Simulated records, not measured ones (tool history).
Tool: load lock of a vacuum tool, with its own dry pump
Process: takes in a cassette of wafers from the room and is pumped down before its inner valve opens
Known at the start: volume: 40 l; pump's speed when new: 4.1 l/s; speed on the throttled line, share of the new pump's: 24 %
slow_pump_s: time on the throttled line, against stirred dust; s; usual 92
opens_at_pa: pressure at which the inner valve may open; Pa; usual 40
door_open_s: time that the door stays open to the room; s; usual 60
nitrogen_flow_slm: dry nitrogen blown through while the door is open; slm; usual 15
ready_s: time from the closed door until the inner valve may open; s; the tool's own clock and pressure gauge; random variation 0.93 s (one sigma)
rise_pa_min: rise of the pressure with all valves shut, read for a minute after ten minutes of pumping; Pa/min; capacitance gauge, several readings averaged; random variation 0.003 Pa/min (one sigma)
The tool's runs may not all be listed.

run	hour	slow_pump_s	opens_at_pa	door_open_s	nitrogen_flow_slm	incoming humidity of the room's air, %	ready_s	rise_pa_min
1	0.0	92	40	60	15	42.5	149.0	0.146
2	163.7	92	40	60	11	49.0	149.0	0.165
3	331.2	92	40	60	11	45.0	148.7	0.164
4	443.3	92	40	60	11	48.2	147.9	0.168
5	574.6	92	40	60	11	43.7	147.7	0.160
6	758.6	92	40	60	11	45.9	149.8	0.181
7	849.1	151	40	60	11	46.5	193.1	0.173
8	931.1	77	40	60	11	46.8	138.2	0.181
9	1031.8	51	40	60	15	45.3	119.6	0.165
10	1177.0	51	40	60	15	47.1	119.9	0.178
11	1301.3	92	40	60	15	46.5	149.6	0.177
12	1425.4	92	40	60	15	44.4	149.0	0.176
13	1558.8	92	40	60	15	44.4	150.0	0.178
14	1637.1	92	40	60	15	48.7	150.8	0.187
15	1738.8	92	40	60	15	44.0	150.9	0.191
16	1903.8	92	40	60	15	43.7	149.9	0.196
17	2088.9	92	40	60	15	45.2	150.2	0.201
18	2223.3	92	40	60	15	46.6	149.7	0.207
19	2362.0	47	40	60	15	47.5	116.3	0.203
20	2478.6	47	40	60	15	44.0	117.7	0.212
21	2615.8	92	40	62	15	45.4	150.5	0.211
22	2777.9	137	40	62	34	46.4	183.1	0.202
23	2931.2	163	40	45	38	43.8	202.2	0.198
24	3071.3	163	40	45	38	47.0	204.0	0.206
25	3228.1	75	64	130	36	43.9	134.3	0.226
# hour 3244.0: door's seal changed, seat wiped
26	3330.2	92	33	144	34	45.5	151.9	0.050
27	3413.6	57	33	144	34	45.3	126.9	0.052
28	3507.1	121	40	60	15	45.8	172.0	0.058
29	3632.3	117	40	85	15	46.2	169.1	0.072
30	3748.8	83	73	42	33	47.1	138.3	0.044
31	3843.9	92	40	42	5	44.8	153.7	0.072
32	3962.6	170	64	140	5	42.8	204.7	0.091
33	4130.9	99	34	60	15	46.7	159.1	0.061
34	4278.4	102	41	171	22	47.5	158.8	0.082
35	4376.1	92	44	102	15	44.3	150.8	0.075
36	4538.3	92	32	29	15	42.9	153.1	0.053
37	4647.9	126	40	151	15	43.8	177.5	0.085
38	4738.5	92	40	53	15	43.0	153.3	0.068

Forecast each of these 3 alternatives for the next run:
A	4882.5	92	40	68	15	46.4	?	?
B	4882.5	47	40	53	15	44.7	?	?
C	4882.5	92	47	60	28	44.1	?	?

run	ready_s	rise_pa_min
A	151.1	0.076
B	119.3	0.071
C	151.9	0.060
Without the tool's hidden state the same runs would have given:
run	ready_s	rise_pa_min
A	144.9	0.061
B	111.9	0.057
C	145.7	0.045

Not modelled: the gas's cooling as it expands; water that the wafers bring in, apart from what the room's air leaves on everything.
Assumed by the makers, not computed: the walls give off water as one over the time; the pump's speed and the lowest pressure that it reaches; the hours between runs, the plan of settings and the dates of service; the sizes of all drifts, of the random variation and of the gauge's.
